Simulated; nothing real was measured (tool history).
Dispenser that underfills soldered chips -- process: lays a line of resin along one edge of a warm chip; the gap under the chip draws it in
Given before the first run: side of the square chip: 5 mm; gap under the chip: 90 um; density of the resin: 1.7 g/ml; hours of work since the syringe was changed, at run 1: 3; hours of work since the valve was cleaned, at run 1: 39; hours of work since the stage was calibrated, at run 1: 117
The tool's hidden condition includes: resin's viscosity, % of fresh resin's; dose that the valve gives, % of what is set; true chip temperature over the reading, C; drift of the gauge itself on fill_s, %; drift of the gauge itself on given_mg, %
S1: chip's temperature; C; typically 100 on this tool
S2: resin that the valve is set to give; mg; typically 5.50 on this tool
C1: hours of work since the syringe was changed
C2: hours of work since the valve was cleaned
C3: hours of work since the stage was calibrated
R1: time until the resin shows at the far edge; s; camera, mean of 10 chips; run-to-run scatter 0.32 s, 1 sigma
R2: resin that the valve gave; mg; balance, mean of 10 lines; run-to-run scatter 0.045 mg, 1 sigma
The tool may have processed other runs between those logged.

{"run": 1, "hour": 0.0, "S1": 100, "S2": 5.5, "C1": 3, "C2": 39, "C3": 117, "R1": 15.1, "R2": 5.27}
{"hour": 8.2, "done": "new syringe of resin"}
{"run": 2, "hour": 13.5, "S1": 100, "S2": 5.22, "C1": 4, "C2": 48, "C3": 126, "R1": 15.0, "R2": 5.05}
{"hour": 21.6, "done": "new syringe of resin"}
{"run": 3, "hour": 26.4, "S1": 98, "S2": 5.5, "C1": 3, "C2": 57, "C3": 135, "R1": 16.0, "R2": 5.36}
{"run": 4, "hour": 33.3, "S1": 100, "S2": 5.5, "C1": 8, "C2": 62, "C3": 140, "R1": 19.5, "R2": 5.32}
{"hour": 34.4, "done": "new syringe of resin"}
{"run": 5, "hour": 45.8, "S1": 100, "S2": 5.5, "C1": 8, "C2": 71, "C3": 149, "R1": 20.2, "R2": 5.34}
{"hour": 47.5, "done": "new syringe of resin"}
{"run": 6, "hour": 53.7, "S1": 100, "S2": 5.5, "C1": 4, "C2": 76, "C3": 154, "R1": 15.6, "R2": 5.31}
{"hour": 60.5, "done": "new syringe of resin"}
{"run": 7, "hour": 66.3, "S1": 100, "S2": 5.95, "C1": 4, "C2": 85, "C3": 163, "R1": 15.9, "R2": 5.64}
{"hour": 74.1, "done": "new syringe of resin"}
{"run": 8, "hour": 79.5, "S1": 100, "S2": 5.95, "C1": 4, "C2": 94, "C3": 172, "R1": 14.6, "R2": 5.62}
{"hour": 87.1, "done": "new syringe of resin"}
{"run": 9, "hour": 88.7, "S1": 100, "S2": 5.5, "C1": 1, "C2": 100, "C3": 179, "R1": 12.3, "R2": 5.33}
{"hour": 99.8, "done": "new syringe of resin"}
{"run": 10, "hour": 99.8, "S1": 100, "S2": 5.5, "C1": 0, "C2": 108, "C3": 186, "R1": 11.9, "R2": 5.19}
{"run": 11, "hour": 108.6, "S1": 100, "S2": 5.5, "C1": 6, "C2": 114, "C3": 193, "R1": 16.9, "R2": 5.2}
{"hour": 113.3, "done": "new syringe of resin"}
{"run": 12, "hour": 121.9, "S1": 100, "S2": 5.5, "C1": 6, "C2": 124, "C3": 202, "R1": 17.8, "R2": 5.17}
{"hour": 126.9, "done": "new syringe of resin"}
{"run": 13, "hour": 135.7, "S1": 100, "S2": 5.5, "C1": 6, "C2": 133, "C3": 211, "R1": 17.9, "R2": 5.11}
{"hour": 139.7, "done": "new syringe of resin"}
{"run": 14, "hour": 143.0, "S1": 100, "S2": 5.5, "C1": 2, "C2": 138, "C3": 216, "R1": 13.5, "R2": 5.16}
{"hour": 151.1, "done": "dispensing valve cleaned and set on the balance"}
{"run": 15, "hour": 151.1, "S1": 100, "S2": 4.97, "C1": 7, "C2": 0, "C3": 221, "R1": 19.2, "R2": 4.91}
{"hour": 153.7, "done": "new syringe of resin"}
{"run": 16, "hour": 159.2, "S1": 100, "S2": 5.5, "C1": 4, "C2": 6, "C3": 227, "R1": 15.2, "R2": 5.46}
{"hour": 166.8, "done": "new syringe of resin"}
{"run": 17, "hour": 174.0, "S1": 111, "S2": 5.74, "C1": 5, "C2": 16, "C3": 237, "R1": 11.5, "R2": 5.68}
{"hour": 179.8, "done": "new syringe of resin"}
{"run": 18, "hour": 186.6, "S1": 111, "S2": 5.74, "C1": 5, "C2": 25, "C3": 246, "R1": 11.0, "R2": 5.59}
{"hour": 193.1, "done": "new syringe of resin"}
{"run": 19, "hour": 193.4, "S1": 114, "S2": 5.82, "C1": 0, "C2": 29, "C3": 251, "R1": 6.9, "R2": 5.74}
{"run": 20, "hour": 201.9, "S1": 99, "S2": 7.1, "C1": 6, "C2": 35, "C3": 257, "R1": 17.2, "R2": 6.96}
{"hour": 206.9, "done": "new syringe of resin"}
{"run": 21, "hour": 211.4, "S1": 93, "S2": 6.94, "C1": 3, "C2": 42, "C3": 263, "R1": 18.0, "R2": 6.87}
{"run": 22, "hour": 218.1, "S1": 100, "S2": 5.61, "C1": 8, "C2": 47, "C3": 268, "R1": 20.2, "R2": 5.49}
{"hour": 219.7, "done": "new syringe of resin"}
{"run": 23, "hour": 227.4, "S1": 102, "S2": 5.72, "C1": 5, "C2": 53, "C3": 275, "R1": 15.0, "R2": 5.6}
{"hour": 232.9, "done": "new syringe of resin"}
{"run": 24, "hour": 235.6, "S1": 102, "S2": 5.72, "C1": 2, "C2": 59, "C3": 280, "R1": 12.5, "R2": 5.53}
{"hour": 245.9, "done": "new syringe of resin"}
{"run": 25, "hour": 249.3, "S1": 102, "S2": 5.72, "C1": 2, "C2": 68, "C3": 290, "R1": 12.5, "R2": 5.5}
{"run": 26, "hour": 256.2, "S1": 99, "S2": 4.85, "C1": 7, "C2": 73, "C3": 295, "R1": 20.3, "R2": 4.7}
{"hour": 259.9, "done": "new syringe of resin"}
{"run": 27, "hour": 263.5, "S1": 110, "S2": 5.16, "C1": 3, "C2": 78, "C3": 300, "R1": 10.1, "R2": 5.02}
{"run": 28, "hour": 271.6, "S1": 105, "S2": 6.1, "C1": 8, "C2": 84, "C3": 305, "R1": 16.9, "R2": 5.85}
{"hour": 273.7, "done": "new syringe of resin"}
{"run": 29, "hour": 279.0, "S1": 99, "S2": 6.48, "C1": 4, "C2": 89, "C3": 310, "R1": 14.8, "R2": 6.26}
{"hour": 287.0, "done": "new syringe of resin"}
{"run": 30, "hour": 290.4, "S1": 113, "S2": 6.37, "C1": 2, "C2": 97, "C3": 318, "R1": 9.1, "R2": 6.11}
{"hour": 299.7, "done": "new syringe of resin"}
{"run": 31, "hour": 304.3, "S1": 94, "S2": 5.29, "C1": 3, "C2": 107, "C3": 328, "R1": 18.8, "R2": 4.96}

Subtracting, for every run, the result it would have given without the tool's unlogged condition from the measured result gives the following. The same run-to-run variation enters both numbers; the gauge's scatter may not:
run=1 R1=+3.1 R2=-0.09
run=2 R1=+3.7 R2=-0.11
run=3 R1=+3.4 R2=-0.15
run=4 R1=+8.3 R2=-0.16
run=5 R1=+8.6 R2=-0.18
run=6 R1=+4.4 R2=-0.20
run=7 R1=+3.9 R2=-0.24
run=8 R1=+3.5 R2=-0.26
run=9 R1=+1.2 R2=-0.27
run=10 R1=+0.4 R2=-0.29
run=11 R1=+6.3 R2=-0.30
run=12 R1=+5.9 R2=-0.33
run=13 R1=+6.2 R2=-0.35
run=14 R1=+2.3 R2=-0.36
run=15 R1=+7.3 R2=+0.01
run=16 R1=+3.7 R2=-0.01
run=17 R1=+3.3 R2=-0.04
run=18 R1=+3.2 R2=-0.07
run=19 R1=+0.3 R2=-0.07
run=20 R1=+5.9 R2=-0.11
run=21 R1=+3.9 R2=-0.13
run=22 R1=+8.4 R2=-0.12
run=23 R1=+4.8 R2=-0.14
run=24 R1=+1.9 R2=-0.16
run=25 R1=+2.2 R2=-0.19
run=26 R1=+8.3 R2=-0.17
run=27 R1=+2.0 R2=-0.19
run=28 R1=+7.2 R2=-0.24
run=29 R1=+3.6 R2=-0.27
run=30 R1=+1.6 R2=-0.30
run=31 R1=+4.3 R2=-0.27

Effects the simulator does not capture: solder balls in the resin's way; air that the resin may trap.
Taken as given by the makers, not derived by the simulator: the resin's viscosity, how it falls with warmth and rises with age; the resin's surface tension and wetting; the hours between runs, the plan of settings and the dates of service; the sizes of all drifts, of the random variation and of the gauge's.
